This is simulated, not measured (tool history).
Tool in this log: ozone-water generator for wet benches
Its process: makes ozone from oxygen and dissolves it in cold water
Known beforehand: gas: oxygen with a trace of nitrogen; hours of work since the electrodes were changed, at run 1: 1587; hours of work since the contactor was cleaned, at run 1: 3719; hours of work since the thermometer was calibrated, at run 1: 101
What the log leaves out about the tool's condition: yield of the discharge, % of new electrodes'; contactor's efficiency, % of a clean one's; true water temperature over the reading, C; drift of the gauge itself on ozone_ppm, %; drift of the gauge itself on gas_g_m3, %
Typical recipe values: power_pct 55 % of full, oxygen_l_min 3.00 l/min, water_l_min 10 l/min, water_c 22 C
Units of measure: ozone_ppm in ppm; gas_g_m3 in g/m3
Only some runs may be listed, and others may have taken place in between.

run,hour,power_pct,oxygen_l_min,water_l_min,water_c,hours of work since the electrodes were changed,hours of work since the contactor was cleaned,hours of work since the thermometer was calibrated,ozone_ppm,gas_g_m3
1,0.0,55,3.00,10,22,1587,3719,101,21.5,170.0
2,164.5,55,3.00,10,24,1714,3845,227,20.5,169.7
3,266.6,55,3.00,10,24,1792,3924,306,20.2,170.6
4,411.3,55,3.00,10,20,1903,4035,417,21.6,172.8
5,485.5,55,3.00,10,18,1960,4092,474,22.4,172.6
# hour 576.3: contactor cleaned
6,623.2,55,3.00,10,18,2062,36,576,22.8,171.2
7,734.5,55,3.00,10,22,2148,121,662,21.4,172.1
8,811.5,55,3.66,9,22,2207,180,721,22.7,159.9
9,898.7,60,3.76,9,20,2274,247,788,26.0,173.8
10,1046.6,60,3.76,10,20,2387,361,901,24.2,173.1
11,1132.1,60,3.76,10,20,2453,426,967,24.5,172.0
12,1217.5,41,4.95,13,18,2518,492,1032,15.3,112.3

Run 13, settings as shown, results not yet in. Your forecast:
13,1385.7,41,4.95,13,18,2647,621,1161,?,?

Run 13 yielded ozone_ppm 15.3 ppm, gas_g_m3 110.4 g/m3.
Were there no unlogged condition in the tool, this run, its random variation unchanged, would have produced ozone_ppm 15.3 ppm, gas_g_m3 108.2 g/m3.

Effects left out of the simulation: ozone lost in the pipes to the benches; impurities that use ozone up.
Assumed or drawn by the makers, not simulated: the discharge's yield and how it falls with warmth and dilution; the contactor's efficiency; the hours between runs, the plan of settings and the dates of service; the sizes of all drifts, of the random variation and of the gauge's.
